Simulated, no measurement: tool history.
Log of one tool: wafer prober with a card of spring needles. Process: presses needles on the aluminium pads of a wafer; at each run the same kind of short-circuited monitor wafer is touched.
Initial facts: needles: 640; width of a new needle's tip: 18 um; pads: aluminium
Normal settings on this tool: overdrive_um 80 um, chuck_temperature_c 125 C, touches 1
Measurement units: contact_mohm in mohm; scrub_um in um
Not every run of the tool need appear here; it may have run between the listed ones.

{"run": 1, "hour": 0.0, "overdrive_um": 80, "chuck_temperature_c": 125, "touches": 1, "contact_mohm": 229, "scrub_um": 14.75}
{"hour": 5.6, "done": "tips cleaned on abrasive film"}
{"hour": 18.2, "done": "tips cleaned on abrasive film"}
{"hour": 31.9, "done": "tips cleaned on abrasive film"}
{"run": 2, "hour": 33.3, "overdrive_um": 80, "chuck_temperature_c": 125, "touches": 1, "contact_mohm": 230, "scrub_um": 14.63}
{"hour": 44.1, "done": "tips cleaned on abrasive film"}
{"hour": 57.9, "done": "tips cleaned on abrasive film"}
{"hour": 70.8, "done": "tips cleaned on abrasive film"}
{"run": 3, "hour": 74.0, "overdrive_um": 76, "chuck_temperature_c": 125, "touches": 1, "contact_mohm": 231, "scrub_um": 14.05}
{"hour": 82.3, "done": "tips cleaned on abrasive film"}
{"hour": 95.7, "done": "tips cleaned on abrasive film"}
{"hour": 108.8, "done": "tips cleaned on abrasive film"}
{"run": 4, "hour": 113.6, "overdrive_um": 76, "chuck_temperature_c": 125, "touches": 1, "contact_mohm": 232, "scrub_um": 14.04}
{"hour": 121.3, "done": "tips cleaned on abrasive film"}
{"hour": 132.4, "done": "tips cleaned on abrasive film"}
{"run": 5, "hour": 137.3, "overdrive_um": 76, "chuck_temperature_c": 125, "touches": 1, "contact_mohm": 229, "scrub_um": 13.96}
{"hour": 145.6, "done": "tips cleaned on abrasive film"}
{"hour": 158.3, "done": "tips cleaned on abrasive film"}
{"hour": 170.9, "done": "tips cleaned on abrasive film"}
{"run": 6, "hour": 175.3, "overdrive_um": 76, "chuck_temperature_c": 125, "touches": 2, "contact_mohm": 231, "scrub_um": 14}
{"hour": 183.4, "done": "tips cleaned on abrasive film"}
{"hour": 196.5, "done": "tips cleaned on abrasive film"}
{"run": 7, "hour": 196.5, "overdrive_um": 80, "chuck_temperature_c": 125, "touches": 2, "contact_mohm": 229, "scrub_um": 14.82}
{"hour": 202.4, "done": "height of the first contact set anew"}
{"hour": 207.9, "done": "tips cleaned on abrasive film"}
{"run": 8, "hour": 218.7, "overdrive_um": 80, "chuck_temperature_c": 125, "touches": 2, "contact_mohm": 230, "scrub_um": 14.89}
{"hour": 221.5, "done": "tips cleaned on abrasive film"}
{"hour": 235.0, "done": "tips cleaned on abrasive film"}
{"hour": 247.9, "done": "tips cleaned on abrasive film"}
{"run": 9, "hour": 247.9, "overdrive_um": 80, "chuck_temperature_c": 125, "touches": 2, "contact_mohm": 225, "scrub_um": 14.69}
{"hour": 261.1, "done": "tips cleaned on abrasive film"}
{"hour": 274.7, "done": "tips cleaned on abrasive film"}
{"run": 10, "hour": 275.1, "overdrive_um": 80, "chuck_temperature_c": 125, "touches": 2, "contact_mohm": 227, "scrub_um": 14.91}
{"hour": 285.9, "done": "tips cleaned on abrasive film"}
{"hour": 298.2, "done": "tips cleaned on abrasive film"}
{"hour": 312.0, "done": "tips cleaned on abrasive film"}
{"run": 11, "hour": 315.8, "overdrive_um": 80, "chuck_temperature_c": 125, "touches": 2, "contact_mohm": 231, "scrub_um": 14.82}
{"hour": 324.1, "done": "tips cleaned on abrasive film"}
{"hour": 336.5, "done": "tips cleaned on abrasive film"}
{"hour": 349.6, "done": "tips cleaned on abrasive film"}
{"run": 12, "hour": 352.6, "overdrive_um": 80, "chuck_temperature_c": 125, "touches": 2, "contact_mohm": 230, "scrub_um": 14.84}
{"hour": 360.9, "done": "tips cleaned on abrasive film"}
{"hour": 374.6, "done": "tips cleaned on abrasive film"}
{"run": 13, "hour": 380.5, "overdrive_um": 71, "chuck_temperature_c": 125, "touches": 1, "contact_mohm": 234, "scrub_um": 13.21}
{"hour": 386.1, "done": "tips cleaned on abrasive film"}
{"hour": 398.6, "done": "tips cleaned on abrasive film"}
{"run": 14, "hour": 409.5, "overdrive_um": 71, "chuck_temperature_c": 125, "touches": 1, "contact_mohm": 232, "scrub_um": 13.31}
{"hour": 412.3, "done": "tips cleaned on abrasive film"}
{"hour": 426.1, "done": "tips cleaned on abrasive film"}
{"hour": 438.5, "done": "tips cleaned on abrasive film"}
{"hour": 451.8, "done": "tips cleaned on abrasive film"}
{"run": 15, "hour": 456.3, "overdrive_um": 89, "chuck_temperature_c": 45, "touches": 2, "contact_mohm": 212, "scrub_um": 16.53}
{"hour": 463.7, "done": "tips cleaned on abrasive film"}
{"hour": 476.9, "done": "tips cleaned on abrasive film"}
{"hour": 490.7, "done": "tips cleaned on abrasive film"}
{"run": 16, "hour": 495.7, "overdrive_um": 69, "chuck_temperature_c": 77, "touches": 1, "contact_mohm": 223, "scrub_um": 12.81}
{"hour": 504.0, "done": "tips cleaned on abrasive film"}
{"hour": 517.4, "done": "tips cleaned on abrasive film"}
{"hour": 529.1, "done": "tips cleaned on abrasive film"}
{"run": 17, "hour": 529.1, "overdrive_um": 76, "chuck_temperature_c": 29, "touches": 1, "contact_mohm": 208, "scrub_um": 14.19}
{"hour": 542.2, "done": "tips cleaned on abrasive film"}
{"hour": 555.3, "done": "tips cleaned on abrasive film"}
{"run": 18, "hour": 555.6, "overdrive_um": 60, "chuck_temperature_c": 79, "touches": 2, "contact_mohm": 224, "scrub_um": 11.11}
{"hour": 568.8, "done": "tips cleaned on abrasive film"}
{"hour": 581.9, "done": "tips cleaned on abrasive film"}
{"hour": 595.2, "done": "tips cleaned on abrasive film"}
{"run": 19, "hour": 597.4, "overdrive_um": 86, "chuck_temperature_c": 79, "touches": 1, "contact_mohm": 218, "scrub_um": 16}
{"hour": 608.3, "done": "tips cleaned on abrasive film"}
{"hour": 622.1, "done": "tips cleaned on abrasive film"}
{"run": 20, "hour": 632.6, "overdrive_um": 86, "chuck_temperature_c": 79, "touches": 1, "contact_mohm": 213, "scrub_um": 15.98}
{"hour": 635.4, "done": "tips cleaned on abrasive film"}
{"hour": 648.8, "done": "tips cleaned on abrasive film"}
{"hour": 661.6, "done": "tips cleaned on abrasive film"}
{"run": 21, "hour": 665.2, "overdrive_um": 80, "chuck_temperature_c": 50, "touches": 2, "contact_mohm": 210, "scrub_um": 14.76}
{"hour": 673.4, "done": "tips cleaned on abrasive film"}
{"hour": 673.7, "done": "height of the first contact set anew"}
{"hour": 686.8, "done": "tips cleaned on abrasive film"}
{"run": 22, "hour": 692.9, "overdrive_um": 80, "chuck_temperature_c": 86, "touches": 1, "contact_mohm": 222, "scrub_um": 14.98}
{"hour": 700.0, "done": "tips cleaned on abrasive film"}
{"hour": 713.3, "done": "tips cleaned on abrasive film"}
{"hour": 724.4, "done": "tips cleaned on abrasive film"}
{"run": 23, "hour": 730.1, "overdrive_um": 66, "chuck_temperature_c": 118, "touches": 1, "contact_mohm": 235, "scrub_um": 12.36}
{"hour": 738.1, "done": "tips cleaned on abrasive film"}
{"hour": 750.8, "done": "tips cleaned on abrasive film"}
{"hour": 764.2, "done": "tips cleaned on abrasive film"}
{"run": 24, "hour": 771.7, "overdrive_um": 92, "chuck_temperature_c": 125, "touches": 1, "contact_mohm": 227, "scrub_um": 17.24}
{"hour": 776.5, "done": "tips cleaned on abrasive film"}
{"hour": 790.2, "done": "tips cleaned on abrasive film"}
{"hour": 803.3, "done": "tips cleaned on abrasive film"}
{"hour": 817.0, "done": "tips cleaned on abrasive film"}
{"run": 25, "hour": 817.0, "overdrive_um": 83, "chuck_temperature_c": 125, "touches": 1, "contact_mohm": 232, "scrub_um": 15.57}
{"hour": 830.1, "done": "tips cleaned on abrasive film"}
{"hour": 843.0, "done": "tips cleaned on abrasive film"}
{"run": 26, "hour": 847.2, "overdrive_um": 98, "chuck_temperature_c": 125, "touches": 3, "contact_mohm": 224, "scrub_um": 18.29}
{"hour": 855.5, "done": "tips cleaned on abrasive film"}
{"hour": 868.2, "done": "tips cleaned on abrasive film"}
{"run": 27, "hour": 868.7, "overdrive_um": 98, "chuck_temperature_c": 125, "touches": 3, "contact_mohm": 226, "scrub_um": 18.26}
{"hour": 879.3, "done": "tips cleaned on abrasive film"}
{"hour": 892.2, "done": "tips cleaned on abrasive film"}
{"hour": 905.5, "done": "tips cleaned on abrasive film"}
{"run": 28, "hour": 907.1, "overdrive_um": 62, "chuck_temperature_c": 26, "touches": 1, "contact_mohm": 213, "scrub_um": 11.62}

Consider 3 possible next runs. They are alternatives, not a sequence: every one starts from the tool as it was left by run 28. What does each give?
{"hour": 918.1, "done": "tips cleaned on abrasive film"}
{"hour": 931.5, "done": "tips cleaned on abrasive film"}
{"hour": 943.3, "done": "tips cleaned on abrasive film"}
{"run": "A", "hour": 943.3, "overdrive_um": 62, "chuck_temperature_c": 26, "touches": 3, "contact_mohm": "?", "scrub_um": "?"}
{"hour": 918.1, "done": "tips cleaned on abrasive film"}
{"hour": 931.5, "done": "tips cleaned on abrasive film"}
{"hour": 943.3, "done": "tips cleaned on abrasive film"}
{"run": "B", "hour": 943.3, "overdrive_um": 74, "chuck_temperature_c": 47, "touches": 2, "contact_mohm": "?", "scrub_um": "?"}
{"hour": 918.1, "done": "tips cleaned on abrasive film"}
{"hour": 931.5, "done": "tips cleaned on abrasive film"}
{"hour": 943.3, "done": "tips cleaned on abrasive film"}
{"run": "C", "hour": 943.3, "overdrive_um": 80, "chuck_temperature_c": 88, "touches": 1, "contact_mohm": "?", "scrub_um": "?"}

run=A contact_mohm=211 scrub_um=11.54
run=B contact_mohm=213 scrub_um=13.83
run=C contact_mohm=220 scrub_um=15.07
With the hidden condition removed and each run's random variation left untouched, the same runs would have given:
run=A contact_mohm=211 scrub_um=11.31
run=B contact_mohm=213 scrub_um=13.56
run=C contact_mohm=219 scrub_um=14.78
